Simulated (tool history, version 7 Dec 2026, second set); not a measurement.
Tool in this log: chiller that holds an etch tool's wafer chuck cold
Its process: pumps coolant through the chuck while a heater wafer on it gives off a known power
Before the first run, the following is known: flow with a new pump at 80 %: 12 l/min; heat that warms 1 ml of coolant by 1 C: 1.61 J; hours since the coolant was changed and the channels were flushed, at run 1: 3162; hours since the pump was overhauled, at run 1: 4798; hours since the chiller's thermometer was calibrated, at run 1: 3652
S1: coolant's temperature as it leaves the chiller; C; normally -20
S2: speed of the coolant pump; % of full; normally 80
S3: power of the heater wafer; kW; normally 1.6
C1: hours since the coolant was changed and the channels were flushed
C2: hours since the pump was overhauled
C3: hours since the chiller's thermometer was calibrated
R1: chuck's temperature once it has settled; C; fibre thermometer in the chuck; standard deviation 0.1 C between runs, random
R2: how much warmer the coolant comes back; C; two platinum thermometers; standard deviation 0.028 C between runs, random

Run 1, day 0: usual settings; C1 3162; C2 4798; C3 3652. Result: R1 -7.8 C, R2 5.26 C.
Run 2, day 4.717: usual settings; C1 3275; C2 4912; C3 3765. Result: R1 -7.6 C, R2 5.26 C.
Run 3, day 11.208: usual settings but S3 0.863 kW; C1 3431; C2 5067; C3 3921. Result: R1 -13.4 C, R2 2.87 C.
Run 4, day 14.225: usual settings but S3 0.863 kW; C1 3503; C2 5140; C3 3993. Result: R1 -13.4 C, R2 2.8 C.
Run 5, day 20.617: usual settings but S3 1.109 kW; C1 3656; C2 5293; C3 4147. Result: R1 -11.5 C, R2 3.64 C.
At day 21.317: coolant pump overhauled.
Run 6, day 27: usual settings but S3 1.109 kW; C1 3805; C2 136; C3 4295. Result: R1 -11.4 C, R2 3.79 C.
At day 30.654: chiller's thermometer calibrated.
Run 7, day 32.733: usual settings but S1 -11 C, S2 86 % of full, S3 1.109 kW; C1 3941; C2 273; C3 50. Result: R1 -2.3 C, R2 3.58 C.
Run 8, day 38.279: usual settings but S1 -14 C, S2 62 % of full, S3 2.026 kW; C1 4074; C2 406; C3 183. Result: R1 7.1 C, R2 8.84 C.
Run 9, day 43.375: usual settings but S1 -23 C, S2 83 % of full, S3 0.859 kW; C1 4197; C2 528; C3 305. Result: R1 -16 C, R2 2.9 C.
Run 10, day 48.225: usual settings but S1 -23 C, S2 83 % of full, S3 0.859 kW; C1 4313; C2 645; C3 422. Result: R1 -15.9 C, R2 2.87 C.
Run 11, day 52.4: usual settings but S1 -27 C, S2 83 % of full, S3 1.759 kW; C1 4413; C2 745; C3 522. Result: R1 -12.6 C, R2 5.86 C.
Run 12, day 58.475: usual settings but S1 -13 C, S3 2.132 kW; C1 4559; C2 891; C3 668. Result: R1 5.1 C, R2 7.41 C.

Hidden condition of the tool, last listed run before each entry between runs versus first listed run after:
In the gap between runs 5 and 6: coolant pump overhauled (day 21.317)
  heat passed by the chuck's channels, % of clean ones': 89.1 -> 88.7; flow at a given pump speed, % of a new pump's: 93.9 -> 90.9; coolant's true temperature over the reading, C: -0.46 -> -0.47
  the result without the hidden state subtracted from the measured one, R1: +0.7 -> +1 C; R2: +0.22 -> +0.34 C
In the gap between runs 6 and 7: chiller's thermometer calibrated (day 30.654)
  heat passed by the chuck's channels, % of clean ones': 88.7 -> 88.3; flow at a given pump speed, % of a new pump's: 90.9 -> 90.7; coolant's true temperature over the reading, C: -0.47 -> 0.03
  the result without the hidden state subtracted from the measured one, R1: +1 -> +1.5 C; R2: +0.34 -> +0.32 C
